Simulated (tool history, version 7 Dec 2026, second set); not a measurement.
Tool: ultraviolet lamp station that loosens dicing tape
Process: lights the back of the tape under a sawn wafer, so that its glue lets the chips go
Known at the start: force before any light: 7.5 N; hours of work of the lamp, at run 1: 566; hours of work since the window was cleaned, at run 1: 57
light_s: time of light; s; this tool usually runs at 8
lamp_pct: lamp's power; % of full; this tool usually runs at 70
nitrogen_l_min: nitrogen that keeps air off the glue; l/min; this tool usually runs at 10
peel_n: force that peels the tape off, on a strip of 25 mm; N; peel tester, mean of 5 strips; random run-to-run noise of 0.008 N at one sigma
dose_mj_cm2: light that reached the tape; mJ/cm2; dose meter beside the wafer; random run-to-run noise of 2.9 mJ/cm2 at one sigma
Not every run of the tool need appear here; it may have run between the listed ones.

| run | hour | light_s | lamp_pct | nitrogen_l_min | hours of work of the lamp | hours of work since the window was cleaned | peel_n | dose_mj_cm2 |
|---|---|---|---|---|---|---|---|---|
| 1 | 0.0 | 8 | 70 | 10 | 566 | 57 | 0.770 | 283 |
| 2 | 33.8 | 8 | 80 | 10 | 581 | 72 | 0.594 | 320 |
| 3 | 62.6 | 8 | 70 | 6 | 594 | 85 | 1.173 | 283 |
| 4 | 90.4 | 5 | 70 | 6 | 606 | 97 | 2.324 | 171 |
| 5 | 109.3 | 5 | 70 | 6 | 615 | 106 | 2.409 | 172 |
| 6 | 123.5 | 8 | 82 | 10 | 621 | 112 | 0.573 | 322 |
| 7 | 151.3 | 8 | 70 | 15 | 633 | 124 | 0.631 | 272 |
| 8 | 172.2 | 8 | 70 | 10 | 643 | 134 | 0.871 | 275 |
| 9 | 195.7 | 8 | 70 | 10 | 653 | 144 | 0.856 | 264 |
| 10 | 213.9 | 8 | 75 | 10 | 661 | 152 | 0.767 | 287 |
|  | 224.7 | lamp changed |
| 11 | 230.4 | 11 | 70 | 10 | 3 | 159 | 0.147 | 546 |
| 12 | 261.0 | 11 | 70 | 10 | 16 | 173 | 0.153 | 544 |
| 13 | 294.0 | 8 | 70 | 17 | 31 | 188 | 0.229 | 389 |
| 14 | 319.2 | 8 | 70 | 17 | 42 | 199 | 0.240 | 386 |
| 15 | 337.3 | 8 | 70 | 17 | 50 | 207 | 0.228 | 384 |
| 16 | 371.3 | 8 | 70 | 17 | 65 | 222 | 0.239 | 380 |
| 17 | 401.3 | 8 | 70 | 17 | 79 | 235 | 0.246 | 373 |
| 18 | 419.5 | 5 | 70 | 10 | 87 | 244 | 1.140 | 233 |
| 19 | 453.3 | 5 | 70 | 10 | 102 | 259 | 1.193 | 232 |
| 20 | 486.2 | 8 | 70 | 10 | 117 | 273 | 0.423 | 363 |
| 21 | 502.9 | 8 | 70 | 10 | 124 | 281 | 0.428 | 362 |
| 22 | 519.3 | 11 | 70 | 10 | 132 | 288 | 0.188 | 496 |
| 23 | 548.4 | 8 | 70 | 10 | 145 | 301 | 0.440 | 360 |
| 24 | 577.1 | 11 | 70 | 16 | 157 | 314 | 0.125 | 492 |
| 25 | 600.8 | 8 | 87 | 3 | 168 | 325 | 0.856 | 444 |
| 26 | 615.2 | 6 | 87 | 7 | 174 | 331 | 0.746 | 334 |
|  | 618.7 | window cleaned of glue's vapour |
| 27 | 635.6 | 5 | 62 | 7 | 183 | 8 | 1.888 | 192 |
| 28 | 665.6 | 5 | 62 | 7 | 197 | 21 | 1.931 | 188 |
| 29 | 685.7 | 6 | 99 | 18 | 206 | 30 | 0.265 | 357 |
| 30 | 716.7 | 6 | 99 | 18 | 219 | 44 | 0.264 | 356 |
| 31 | 746.7 | 6 | 99 | 4 | 233 | 57 | 1.056 | 355 |
| 32 | 765.7 | 8 | 96 | 9 | 241 | 66 | 0.272 | 448 |
| 33 | 782.7 | 6 | 63 | 6 | 249 | 73 | 1.743 | 223 |
| 34 | 813.7 | 10 | 70 | 10 | 263 | 87 | 0.329 | 407 |
|  | 819.1 | window cleaned of glue's vapour, once more |
| 35 | 843.9 | 10 | 70 | 10 | 276 | 11 | 0.267 | 434 |
| 36 | 876.2 | 10 | 70 | 10 | 290 | 26 | 0.283 | 433 |
| 37 | 891.8 | 6 | 80 | 4 | 297 | 32 | 1.395 | 291 |
| 38 | 916.4 | 10 | 68 | 4 | 308 | 43 | 0.772 | 409 |
| 39 | 941.8 | 8 | 96 | 8 | 320 | 55 | 0.284 | 456 |
| 40 | 974.0 | 8 | 96 | 8 | 334 | 69 | 0.299 | 452 |
| 41 | 992.2 | 4 | 75 | 20 | 342 | 77 | 1.266 | 177 |
| 42 | 1007.2 | 7 | 62 | 9 | 349 | 84 | 1.081 | 250 |
| 43 | 1041.3 | 13 | 84 | 8 | 364 | 99 | 0.128 | 636 |

Hidden condition of the tool, last listed run before each entry between runs versus first listed run after:
From run 10 to run 11: lamp changed (hour 224.7)
  lamp's light, % of a new lamp's: 65.5 -> 98.4; light that the window lets through, % of a clean one's: 98 -> 97.9
  what was measured, less what the result would be without the hidden state, peel_n: +0.511 -> +0.013 N; dose_mj_cm2: -157 -> -20 mJ/cm2
From run 26 to run 27: window cleaned of glue's vapour (hour 618.7)
  lamp's light, % of a new lamp's: 89.5 -> 89.1; light that the window lets through, % of a clean one's: 95.8 -> 94.1
  what was measured, less what the result would be without the hidden state, peel_n: +0.222 -> +0.428 N; dose_mj_cm2: -55 -> -37 mJ/cm2
From run 34 to run 35: window cleaned of glue's vapour, once more (hour 819.1)
  lamp's light, % of a new lamp's: 85 -> 84.3; light that the window lets through, % of a clean one's: 93.1 -> 99.7
  what was measured, less what the result would be without the hidden state, peel_n: +0.150 -> +0.101 N; dose_mj_cm2: -106 -> -83 mJ/cm2
